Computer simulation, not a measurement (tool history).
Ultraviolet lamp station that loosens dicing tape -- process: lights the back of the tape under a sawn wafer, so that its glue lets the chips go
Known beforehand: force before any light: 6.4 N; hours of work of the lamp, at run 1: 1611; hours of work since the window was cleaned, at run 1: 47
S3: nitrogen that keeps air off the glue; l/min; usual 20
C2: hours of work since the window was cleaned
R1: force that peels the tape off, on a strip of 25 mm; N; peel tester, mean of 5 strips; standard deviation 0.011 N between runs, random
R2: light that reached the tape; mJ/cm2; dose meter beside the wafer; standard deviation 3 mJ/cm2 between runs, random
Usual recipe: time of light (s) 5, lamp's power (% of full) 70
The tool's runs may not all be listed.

{"run": 1, "hour": 0.0, "time of light (s)": 5, "lamp's power (% of full)": 70, "S3": 20, "hours of work of the lamp": 1611, "C2": 47, "R1": 0.466, "R2": 453}
{"run": 2, "hour": 23.6, "time of light (s)": 5, "lamp's power (% of full)": 70, "S3": 20, "hours of work of the lamp": 1629, "C2": 64, "R1": 0.483, "R2": 452}
{"run": 3, "hour": 60.1, "time of light (s)": 5, "lamp's power (% of full)": 70, "S3": 26, "hours of work of the lamp": 1656, "C2": 91, "R1": 0.393, "R2": 455}
{"run": 4, "hour": 109.6, "time of light (s)": 5, "lamp's power (% of full)": 70, "S3": 20, "hours of work of the lamp": 1692, "C2": 128, "R1": 0.467, "R2": 451}
{"run": 5, "hour": 161.9, "time of light (s)": 5, "lamp's power (% of full)": 70, "S3": 20, "hours of work of the lamp": 1731, "C2": 167, "R1": 0.471, "R2": 446}
{"hour": 176.9, "done": "lamp changed"}
{"run": 6, "hour": 211.7, "time of light (s)": 5, "lamp's power (% of full)": 70, "S3": 20, "hours of work of the lamp": 26, "C2": 203, "R1": 0.462, "R2": 457}
{"run": 7, "hour": 248.5, "time of light (s)": 5, "lamp's power (% of full)": 70, "S3": 20, "hours of work of the lamp": 53, "C2": 231, "R1": 0.472, "R2": 454}
{"run": 8, "hour": 288.2, "time of light (s)": 5, "lamp's power (% of full)": 70, "S3": 18, "hours of work of the lamp": 83, "C2": 260, "R1": 0.518, "R2": 453}
{"run": 9, "hour": 342.6, "time of light (s)": 5, "lamp's power (% of full)": 90, "S3": 20, "hours of work of the lamp": 123, "C2": 301, "R1": 0.265, "R2": 581}
{"run": 10, "hour": 387.7, "time of light (s)": 5, "lamp's power (% of full)": 90, "S3": 20, "hours of work of the lamp": 157, "C2": 334, "R1": 0.259, "R2": 588}
{"run": 11, "hour": 439.8, "time of light (s)": 5, "lamp's power (% of full)": 90, "S3": 20, "hours of work of the lamp": 196, "C2": 373, "R1": 0.268, "R2": 582}
{"run": 12, "hour": 467.7, "time of light (s)": 7, "lamp's power (% of full)": 91, "S3": 20, "hours of work of the lamp": 216, "C2": 394, "R1": 0.135, "R2": 820}
{"run": 13, "hour": 496.1, "time of light (s)": 7, "lamp's power (% of full)": 91, "S3": 20, "hours of work of the lamp": 237, "C2": 415, "R1": 0.134, "R2": 825}
{"run": 14, "hour": 528.3, "time of light (s)": 6, "lamp's power (% of full)": 76, "S3": 25, "hours of work of the lamp": 261, "C2": 439, "R1": 0.207, "R2": 589}
{"hour": 551.8, "done": "window cleaned of glue's vapour"}
{"run": 15, "hour": 575.1, "time of light (s)": 6, "lamp's power (% of full)": 76, "S3": 25, "hours of work of the lamp": 296, "C2": 17, "R1": 0.234, "R2": 592}
{"run": 16, "hour": 620.0, "time of light (s)": 6, "lamp's power (% of full)": 76, "S3": 25, "hours of work of the lamp": 329, "C2": 51, "R1": 0.218, "R2": 595}
{"run": 17, "hour": 650.4, "time of light (s)": 3, "lamp's power (% of full)": 95, "S3": 12, "hours of work of the lamp": 352, "C2": 73, "R1": 0.952, "R2": 370}
{"run": 18, "hour": 677.5, "time of light (s)": 3, "lamp's power (% of full)": 95, "S3": 12, "hours of work of the lamp": 372, "C2": 93, "R1": 0.955, "R2": 374}
{"run": 19, "hour": 705.2, "time of light (s)": 4, "lamp's power (% of full)": 70, "S3": 20, "hours of work of the lamp": 393, "C2": 114, "R1": 0.747, "R2": 363}
{"run": 20, "hour": 748.2, "time of light (s)": 6, "lamp's power (% of full)": 95, "S3": 35, "hours of work of the lamp": 425, "C2": 146, "R1": 0.121, "R2": 742}
{"run": 21, "hour": 785.4, "time of light (s)": 6, "lamp's power (% of full)": 95, "S3": 35, "hours of work of the lamp": 452, "C2": 174, "R1": 0.131, "R2": 739}

Consider 5 possible next runs. They are alternatives, not a sequence: every one starts from the tool as it was left by run 21. What does each give?
{"run": "A", "hour": 831.2, "time of light (s)": 9, "lamp's power (% of full)": 95, "S3": 35, "hours of work of the lamp": 486, "C2": 208, "R1": "?", "R2": "?"}
{"run": "B", "hour": 831.2, "time of light (s)": 3, "lamp's power (% of full)": 90, "S3": 17, "hours of work of the lamp": 486, "C2": 208, "R1": "?", "R2": "?"}
{"run": "C", "hour": 831.2, "time of light (s)": 8, "lamp's power (% of full)": 95, "S3": 10, "hours of work of the lamp": 486, "C2": 208, "R1": "?", "R2": "?"}
{"run": "D", "hour": 831.2, "time of light (s)": 8, "lamp's power (% of full)": 95, "S3": 20, "hours of work of the lamp": 486, "C2": 208, "R1": "?", "R2": "?"}
{"run": "E", "hour": 831.2, "time of light (s)": 9, "lamp's power (% of full)": 83, "S3": 29, "hours of work of the lamp": 486, "C2": 208, "R1": "?", "R2": "?"}

run=A R1=0.102 R2=1107
run=B R1=0.892 R2=351
run=C R1=0.143 R2=989
run=D R1=0.101 R2=989
run=E R1=0.105 R2=967
Stripped of hidden state, with their random variation kept, the same runs would have yielded:
run=A R1=0.102 R2=1109
run=B R1=0.889 R2=351
run=C R1=0.143 R2=991
run=D R1=0.101 R2=991
run=E R1=0.105 R2=969
